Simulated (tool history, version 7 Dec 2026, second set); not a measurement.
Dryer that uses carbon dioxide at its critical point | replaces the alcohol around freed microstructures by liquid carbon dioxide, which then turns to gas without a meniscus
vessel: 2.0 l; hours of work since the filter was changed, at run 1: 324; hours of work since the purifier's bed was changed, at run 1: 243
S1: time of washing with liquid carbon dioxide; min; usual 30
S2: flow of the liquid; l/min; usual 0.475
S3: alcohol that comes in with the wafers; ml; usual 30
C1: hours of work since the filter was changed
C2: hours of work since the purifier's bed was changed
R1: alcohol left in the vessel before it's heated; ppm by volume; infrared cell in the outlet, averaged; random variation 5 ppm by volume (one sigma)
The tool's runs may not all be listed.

{"run": 1, "hour": 0.0, "S1": 30, "S2": 0.475, "S3": 30, "C1": 324, "C2": 243, "R1": 74}
{"run": 2, "hour": 48.5, "S1": 30, "S2": 0.475, "S3": 30, "C1": 340, "C2": 259, "R1": 78}
{"hour": 61.5, "done": "inlet filter changed"}
{"run": 3, "hour": 92.7, "S1": 30, "S2": 0.475, "S3": 30, "C1": 11, "C2": 274, "R1": 69}
{"run": 4, "hour": 137.2, "S1": 30, "S2": 0.475, "S3": 30, "C1": 26, "C2": 289, "R1": 64}
{"run": 5, "hour": 186.3, "S1": 30, "S2": 0.475, "S3": 30, "C1": 43, "C2": 306, "R1": 68}
{"run": 6, "hour": 226.9, "S1": 30, "S2": 0.475, "S3": 30, "C1": 56, "C2": 320, "R1": 69}
{"run": 7, "hour": 261.1, "S1": 30, "S2": 0.475, "S3": 30, "C1": 68, "C2": 331, "R1": 75}
{"run": 8, "hour": 294.9, "S1": 30, "S2": 0.475, "S3": 30, "C1": 80, "C2": 343, "R1": 70}
{"run": 9, "hour": 343.3, "S1": 30, "S2": 0.475, "S3": 30, "C1": 96, "C2": 359, "R1": 74}
{"run": 10, "hour": 369.2, "S1": 30, "S2": 0.475, "S3": 30, "C1": 105, "C2": 368, "R1": 86}
{"run": 11, "hour": 400.6, "S1": 30, "S2": 0.475, "S3": 30, "C1": 116, "C2": 379, "R1": 86}
{"run": 12, "hour": 457.1, "S1": 30, "S2": 0.287, "S3": 30, "C1": 135, "C2": 398, "R1": 357}
{"run": 13, "hour": 497.1, "S1": 30, "S2": 0.498, "S3": 30, "C1": 148, "C2": 412, "R1": 88}
{"run": 14, "hour": 522.0, "S1": 30, "S2": 0.498, "S3": 30, "C1": 157, "C2": 420, "R1": 91}
{"run": 15, "hour": 570.2, "S1": 32, "S2": 0.753, "S3": 57, "C1": 173, "C2": 437, "R1": 74}
{"run": 16, "hour": 598.9, "S1": 32, "S2": 0.753, "S3": 57, "C1": 183, "C2": 446, "R1": 73}
{"run": 17, "hour": 630.2, "S1": 37, "S2": 0.646, "S3": 58, "C1": 194, "C2": 457, "R1": 78}
{"run": 18, "hour": 679.5, "S1": 46, "S2": 0.377, "S3": 104, "C1": 211, "C2": 474, "R1": 98}
{"run": 19, "hour": 707.1, "S1": 46, "S2": 0.377, "S3": 104, "C1": 220, "C2": 483, "R1": 99}
{"run": 20, "hour": 758.2, "S1": 30, "S2": 0.377, "S3": 23, "C1": 237, "C2": 501, "R1": 157}
{"run": 21, "hour": 786.1, "S1": 27, "S2": 0.43, "S3": 30, "C1": 247, "C2": 510, "R1": 157}
{"run": 22, "hour": 837.4, "S1": 20, "S2": 0.412, "S3": 23, "C1": 264, "C2": 528, "R1": 373}
{"run": 23, "hour": 869.4, "S1": 37, "S2": 0.475, "S3": 40, "C1": 275, "C2": 538, "R1": 93}

The same runs without the tool's hidden state, with the same run-to-run variation:
The hidden state here: flow that reaches the vessel past the clogged filter, %; alcohol in the recycled carbon dioxide, ppm; drift of the gauge itself on alcohol_ppm, %.
run=1 R1=23
run=2 R1=25
run=3 R1=25
run=4 R1=17
run=5 R1=19
run=6 R1=18
run=7 R1=19
run=8 R1=13
run=9 R1=14
run=10 R1=25
run=11 R1=24
run=12 R1=260
run=13 R1=19
run=14 R1=21
run=15 R1=5
run=16 R1=3
run=17 R1=5
run=18 R1=16
run=19 R1=19
run=20 R1=60
run=21 R1=56
run=22 R1=228
run=23 R1=8
